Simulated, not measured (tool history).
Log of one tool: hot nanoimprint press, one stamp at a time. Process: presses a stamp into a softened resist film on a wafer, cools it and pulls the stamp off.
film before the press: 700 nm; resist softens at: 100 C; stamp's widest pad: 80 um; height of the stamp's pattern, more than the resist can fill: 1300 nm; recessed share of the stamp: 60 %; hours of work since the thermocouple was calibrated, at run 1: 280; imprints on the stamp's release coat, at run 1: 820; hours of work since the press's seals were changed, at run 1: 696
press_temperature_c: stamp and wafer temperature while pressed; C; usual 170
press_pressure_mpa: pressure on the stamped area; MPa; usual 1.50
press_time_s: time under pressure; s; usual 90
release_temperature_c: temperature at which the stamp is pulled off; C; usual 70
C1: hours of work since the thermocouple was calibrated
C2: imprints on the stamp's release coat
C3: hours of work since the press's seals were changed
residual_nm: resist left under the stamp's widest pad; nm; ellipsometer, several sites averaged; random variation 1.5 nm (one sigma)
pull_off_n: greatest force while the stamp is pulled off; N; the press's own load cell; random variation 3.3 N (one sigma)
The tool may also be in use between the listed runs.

Run 1, hour 0.0: usual settings; C1 280; C2 820; C3 696. Result: residual_nm 302.9 nm, pull_off_n 161 N.
Run 2, hour 32.3: usual settings but press_temperature_c 164 C; C1 301; C2 969; C3 717. Result: residual_nm 383.0 nm, pull_off_n 158 N.
Run 3, hour 54.8: usual settings but press_temperature_c 164 C; C1 316; C2 1074; C3 732. Result: residual_nm 381.7 nm, pull_off_n 156 N.
Run 4, hour 84.0: usual settings but press_temperature_c 175 C; C1 335; C2 1209; C3 751. Result: residual_nm 249.5 nm, pull_off_n 156 N.
At hour 96.5: plate thermocouple calibrated.
Run 5, hour 109.6: usual settings but press_temperature_c 175 C; C1 9; C2 1313; C3 765. Result: residual_nm 246.9 nm, pull_off_n 152 N.
Run 6, hour 132.5: usual settings; C1 23; C2 1419; C3 780. Result: residual_nm 303.2 nm, pull_off_n 156 N.
At hour 150.7: stamp cleaned and given a new release coat.
Run 7, hour 155.8: usual settings; C1 35; C2 24; C3 792. Result: residual_nm 303.6 nm, pull_off_n 154 N.
Run 8, hour 181.6: usual settings; C1 52; C2 143; C3 808. Result: residual_nm 303.0 nm, pull_off_n 161 N.
Run 9, hour 208.2: usual settings but press_time_s 83 s; C1 69; C2 266; C3 826. Result: residual_nm 315.3 nm, pull_off_n 159 N.
Run 10, hour 232.7: usual settings but press_time_s 83 s; C1 85; C2 379; C3 842. Result: residual_nm 315.2 nm, pull_off_n 157 N.
Run 11, hour 250.2: usual settings but press_time_s 83 s; C1 96; C2 460; C3 853. Result: residual_nm 317.3 nm, pull_off_n 157 N.
Run 12, hour 267.6: usual settings; C1 108; C2 541; C3 864. Result: residual_nm 303.4 nm, pull_off_n 157 N.
Run 13, hour 283.0: usual settings; C1 118; C2 612; C3 875. Result: residual_nm 305.3 nm, pull_off_n 154 N.
Run 14, hour 304.1: usual settings but release_temperature_c 57 C; C1 131; C2 709; C3 888. Result: residual_nm 310.1 nm, pull_off_n 172 N.
Run 15, hour 333.6: usual settings but release_temperature_c 57 C; C1 151; C2 846; C3 907. Result: residual_nm 306.6 nm, pull_off_n 173 N.
Run 16, hour 369.4: usual settings but release_temperature_c 68 C; C1 174; C2 1011; C3 931. Result: residual_nm 305.7 nm, pull_off_n 158 N.
Run 17, hour 386.0: usual settings but press_temperature_c 162 C, press_time_s 67 s, release_temperature_c 59 C; C1 185; C2 1088; C3 942. Result: residual_nm 459.8 nm, pull_off_n 169 N.
Run 18, hour 417.5: usual settings but press_temperature_c 162 C, press_time_s 67 s, release_temperature_c 59 C; C1 205; C2 1233; C3 962. Result: residual_nm 462.9 nm, pull_off_n 169 N.
At hour 427.5: press's hydraulic seals changed and the load cell set to zero.
Run 19, hour 445.0: usual settings but press_temperature_c 169 C, press_pressure_mpa 0.93 MPa, press_time_s 55 s, release_temperature_c 59 C; C1 218; C2 1324; C3 11. Result: residual_nm 458.8 nm, pull_off_n 169 N.
Run 20, hour 460.3: usual settings but press_temperature_c 169 C, press_pressure_mpa 0.93 MPa, press_time_s 55 s, release_temperature_c 59 C; C1 228; C2 1395; C3 21. Result: residual_nm 462.0 nm, pull_off_n 175 N.
At hour 483.0: stamp cleaned and given a new release coat.
Run 21, hour 494.7: usual settings but press_temperature_c 169 C, press_pressure_mpa 0.93 MPa, press_time_s 55 s, release_temperature_c 59 C; C1 247; C2 54; C3 40. Result: residual_nm 461.9 nm, pull_off_n 170 N.
At hour 516.2: gauge calibrated.
Run 22, hour 528.9: usual settings but press_temperature_c 164 C, press_pressure_mpa 2.27 MPa, release_temperature_c 60 C; C1 269; C2 212; C3 62. Result: residual_nm 315.8 nm, pull_off_n 168 N.
Run 23, hour 546.4: usual settings but press_temperature_c 178 C, press_pressure_mpa 1.01 MPa, press_time_s 84 s; C1 280; C2 293; C3 74. Result: residual_nm 278.0 nm, pull_off_n 155 N.
Run 24, hour 560.9: usual settings but press_temperature_c 178 C, press_pressure_mpa 1.86 MPa, press_time_s 84 s, release_temperature_c 71 C; C1 290; C2 359; C3 83. Result: residual_nm 204.3 nm, pull_off_n 156 N.
Run 25, hour 594.5: usual settings but press_temperature_c 168 C, press_pressure_mpa 1.86 MPa, press_time_s 84 s, release_temperature_c 56 C; C1 312; C2 515; C3 105. Result: residual_nm 306.0 nm, pull_off_n 172 N.
Run 26, hour 614.8: usual settings but press_temperature_c 168 C, press_pressure_mpa 1.86 MPa, press_time_s 84 s, release_temperature_c 56 C; C1 325; C2 609; C3 118. Result: residual_nm 306.0 nm, pull_off_n 180 N.

Forecast run 27:
Run 27, hour 629.7: usual settings but press_temperature_c 168 C, press_pressure_mpa 1.86 MPa, press_time_s 117 s; C1 335; C2 678; C3 128. Result: residual_nm ?, pull_off_n ?.

{"run 27": {"residual_nm": 270.0, "pull_off_n": 157}}
Without the tool's hidden state the same run would have given residual_nm 267.9 nm, pull_off_n 156 N.

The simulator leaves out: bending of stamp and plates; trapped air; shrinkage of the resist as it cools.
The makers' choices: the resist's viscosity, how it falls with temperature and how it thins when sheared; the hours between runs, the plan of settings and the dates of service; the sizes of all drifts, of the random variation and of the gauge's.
